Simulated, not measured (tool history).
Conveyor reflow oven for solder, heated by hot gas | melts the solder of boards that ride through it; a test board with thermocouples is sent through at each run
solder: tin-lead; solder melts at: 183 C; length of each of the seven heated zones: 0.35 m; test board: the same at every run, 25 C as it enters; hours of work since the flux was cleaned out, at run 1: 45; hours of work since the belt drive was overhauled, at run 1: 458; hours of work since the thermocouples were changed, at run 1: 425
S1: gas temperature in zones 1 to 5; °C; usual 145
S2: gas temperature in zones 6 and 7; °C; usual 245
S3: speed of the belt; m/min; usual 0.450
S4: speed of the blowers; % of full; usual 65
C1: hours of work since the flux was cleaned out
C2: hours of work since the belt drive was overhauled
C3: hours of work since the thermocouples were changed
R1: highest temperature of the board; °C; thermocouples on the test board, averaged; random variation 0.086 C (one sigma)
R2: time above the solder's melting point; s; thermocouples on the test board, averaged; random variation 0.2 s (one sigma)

{"run": 1, "hour": 0.0, "S1": 145, "S2": 245, "S3": 0.45, "S4": 65, "C1": 45, "C2": 458, "C3": 425, "R1": 233.6, "R2": 86.7}
{"run": 2, "hour": 24.8, "S1": 145, "S2": 245, "S3": 0.45, "S4": 65, "C1": 61, "C2": 474, "C3": 441, "R1": 233.61, "R2": 86.7}
{"run": 3, "hour": 60.2, "S1": 145, "S2": 245, "S3": 0.45, "S4": 65, "C1": 83, "C2": 497, "C3": 464, "R1": 233.49, "R2": 86.4}
{"run": 4, "hour": 85.3, "S1": 145, "S2": 245, "S3": 0.45, "S4": 65, "C1": 99, "C2": 513, "C3": 480, "R1": 233.41, "R2": 86.7}
{"run": 5, "hour": 107.5, "S1": 145, "S2": 245, "S3": 0.45, "S4": 65, "C1": 113, "C2": 527, "C3": 494, "R1": 233.52, "R2": 86.8}
{"hour": 136.1, "done": "thermocouples of zones 6 and 7 changed"}
{"run": 6, "hour": 138.8, "S1": 145, "S2": 245, "S3": 0.45, "S4": 65, "C1": 132, "C2": 545, "C3": 2, "R1": 232.06, "R2": 85.9}
{"run": 7, "hour": 156.8, "S1": 145, "S2": 245, "S3": 0.45, "S4": 65, "C1": 143, "C2": 557, "C3": 13, "R1": 232.19, "R2": 85.9}
{"run": 8, "hour": 190.4, "S1": 145, "S2": 245, "S3": 0.45, "S4": 65, "C1": 165, "C2": 578, "C3": 34, "R1": 231.79, "R2": 86.0}
{"run": 9, "hour": 213.7, "S1": 145, "S2": 245, "S3": 0.45, "S4": 65, "C1": 179, "C2": 593, "C3": 49, "R1": 231.82, "R2": 85.9}
{"run": 10, "hour": 235.7, "S1": 145, "S2": 245, "S3": 0.392, "S4": 65, "C1": 193, "C2": 607, "C3": 63, "R1": 235.45, "R2": 101.2}
{"run": 11, "hour": 254.6, "S1": 144, "S2": 250, "S3": 0.392, "S4": 65, "C1": 205, "C2": 619, "C3": 75, "R1": 240.09, "R2": 103.6}
{"hour": 264.8, "done": "flux residue cleaned out of gas plates and filters"}
{"run": 12, "hour": 295.3, "S1": 160, "S2": 243, "S3": 0.392, "S4": 65, "C1": 19, "C2": 642, "C3": 98, "R1": 236.27, "R2": 109.2}
{"run": 13, "hour": 312.4, "S1": 160, "S2": 243, "S3": 0.392, "S4": 65, "C1": 30, "C2": 653, "C3": 109, "R1": 236.33, "R2": 109.1}
{"run": 14, "hour": 326.9, "S1": 160, "S2": 243, "S3": 0.392, "S4": 65, "C1": 39, "C2": 662, "C3": 118, "R1": 236.21, "R2": 109.0}
{"run": 15, "hour": 354.6, "S1": 160, "S2": 243, "S3": 0.392, "S4": 65, "C1": 57, "C2": 679, "C3": 136, "R1": 236.16, "R2": 109.0}
{"run": 16, "hour": 375.1, "S1": 132, "S2": 245, "S3": 0.532, "S4": 67, "C1": 70, "C2": 692, "C3": 149, "R1": 225.72, "R2": 64.4}
{"run": 17, "hour": 391.5, "S1": 145, "S2": 245, "S3": 0.363, "S4": 58, "C1": 81, "C2": 703, "C3": 159, "R1": 237.37, "R2": 111.2}
{"run": 18, "hour": 412.5, "S1": 145, "S2": 245, "S3": 0.363, "S4": 58, "C1": 94, "C2": 716, "C3": 173, "R1": 237.27, "R2": 110.8}

How the hidden state differs across the entries between the runs, from the last listed run before each to the first after it:
Between runs 5 and 6: thermocouples of zones 6 and 7 changed (hour 136.1)
  heat that the gas passes to the board, % of a clean oven's: 95 -> 94.2; belt's true speed, % of the reading: 98.75 -> 98.71; true gas temperature in zones 6 and 7 over the reading, C: 1.44 -> 0.21
  measured less the result without the state, R1: +0.75 -> -0.50 °C; R2: +1.5 -> +0.8 s
Between runs 11 and 12: flux residue cleaned out of gas plates and filters (hour 264.8)
  heat that the gas passes to the board, % of a clean oven's: 91.3 -> 98.9; belt's true speed, % of the reading: 98.52 -> 98.47; true gas temperature in zones 6 and 7 over the reading, C: 0.45 -> 0.52
  measured less the result without the state, R1: -0.61 -> +0.65 °C; R2: +1.3 -> +2.0 s

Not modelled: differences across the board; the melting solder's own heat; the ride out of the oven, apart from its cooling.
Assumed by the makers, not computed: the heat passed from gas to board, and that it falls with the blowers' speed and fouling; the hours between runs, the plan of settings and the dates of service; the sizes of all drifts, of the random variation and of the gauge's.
